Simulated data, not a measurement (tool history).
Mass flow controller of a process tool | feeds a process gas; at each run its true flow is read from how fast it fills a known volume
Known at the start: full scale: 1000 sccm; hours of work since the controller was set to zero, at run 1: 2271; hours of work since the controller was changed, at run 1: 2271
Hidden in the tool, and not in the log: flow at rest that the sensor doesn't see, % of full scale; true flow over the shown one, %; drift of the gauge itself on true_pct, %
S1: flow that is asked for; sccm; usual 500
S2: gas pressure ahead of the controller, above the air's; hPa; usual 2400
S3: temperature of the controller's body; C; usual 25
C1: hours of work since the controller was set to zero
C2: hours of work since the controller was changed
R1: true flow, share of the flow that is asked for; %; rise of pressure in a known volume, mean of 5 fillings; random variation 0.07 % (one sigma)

run	hour	S1	S2	S3	C1	C2	R1
1	0.0	500	2400	25	2271	2271	99.15
2	166.3	500	2400	25	2375	2375	99.35
3	241.2	500	2400	25	2422	2422	99.58
4	407.6	500	2400	25	2527	2527	99.58
5	521.4	500	2400	25	2598	2598	99.59
6	636.0	500	2400	25	2670	2670	99.81
7	733.1	500	2210	25	2731	2731	99.98
8	892.2	500	2210	40	2831	2831	99.29
9	966.6	500	2400	25	2877	2877	100.12
10	1037.7	500	2400	25	2922	2922	100.14
11	1169.7	129	2400	25	3005	3005	99.91
12	1325.6	129	2400	25	3102	3102	99.92
13	1408.8	129	2400	25	3155	3155	100.07
14	1482.8	395	2400	25	3201	3201	100.37
15	1618.9	500	2360	25	3286	3286	100.78
16	1748.1	500	2360	25	3368	3368	100.86
# hour 1764.8: gauge calibrated
17	1821.2	500	2360	25	3413	3413	99.27
18	1983.5	500	2360	25	3515	3515	99.52
19	2132.1	500	2360	25	3608	3608	99.68
20	2294.2	610	2360	25	3710	3710	99.97
21	2449.4	500	2400	25	3807	3807	99.86
22	2581.0	500	2400	25	3890	3890	100.01
23	2659.0	500	1870	25	3939	3939	100.10
24	2739.0	112	1870	34	3989	3989	99.10
25	2881.2	559	1830	37	4078	4078	99.81
26	3036.5	333	1720	27	4176	4176	100.18
27	3115.8	213	2230	25	4226	4226	100.10
28	3195.1	213	2230	25	4275	4275	100.09
29	3357.6	213	2230	25	4377	4377	100.26
30	3500.2	751	2400	32	4467	4467	100.86
31	3585.0	751	2400	32	4520	4520	100.85
32	3689.4	751	2400	32	4585	4585	101.10
33	3834.2	191	2400	34	4676	4676	100.18
34	3987.5	500	2400	35	4772	4772	100.92
35	4151.6	500	2400	35	4875	4875	101.07
# hour 4166.5: gauge calibrated
36	4282.1	135	2400	31	4957	4957	98.41
37	4434.0	135	2400	31	5053	5053	98.63
38	4554.2	135	2400	31	5128	5128	98.61
39	4627.1	714	2400	23	5174	5174	99.96
40	4741.3	714	2400	23	5245	5245	100.17
41	4833.7	714	2400	23	5303	5303	100.17
42	4919.1	714	2400	23	5357	5357	100.41
43	5084.5	276	2400	25	5461	5461	99.76
44	5185.7	589	2490	35	5524	5524	99.62
# hour 5197.7: controller's zero set anew
45	5330.9	173	2260	30	84	5615	99.46

Hidden state at the last listed run before each entry between runs and at the first one after, where it differs:
Between runs 16 and 17: gauge calibrated (hour 1764.8)
  drift of the gauge itself on true_pct, %: 1.77 -> 0.06
  measured less the result without the state, R1: +1.76 -> +0.06 %
Between runs 35 and 36: gauge calibrated (hour 4166.5)
  drift of the gauge itself on true_pct, %: 2.42 -> 0.12
  measured less the result without the state, R1: +2.39 -> +0.19 %
Between runs 44 and 45: controller's zero set anew (hour 5197.7)
  flow at rest that the sensor doesn't see, % of full scale: 0.014 -> 0.001; drift of the gauge itself on true_pct, %: 1.03 -> 1.18
  measured less the result without the state, R1: +1.02 -> +1.14 %
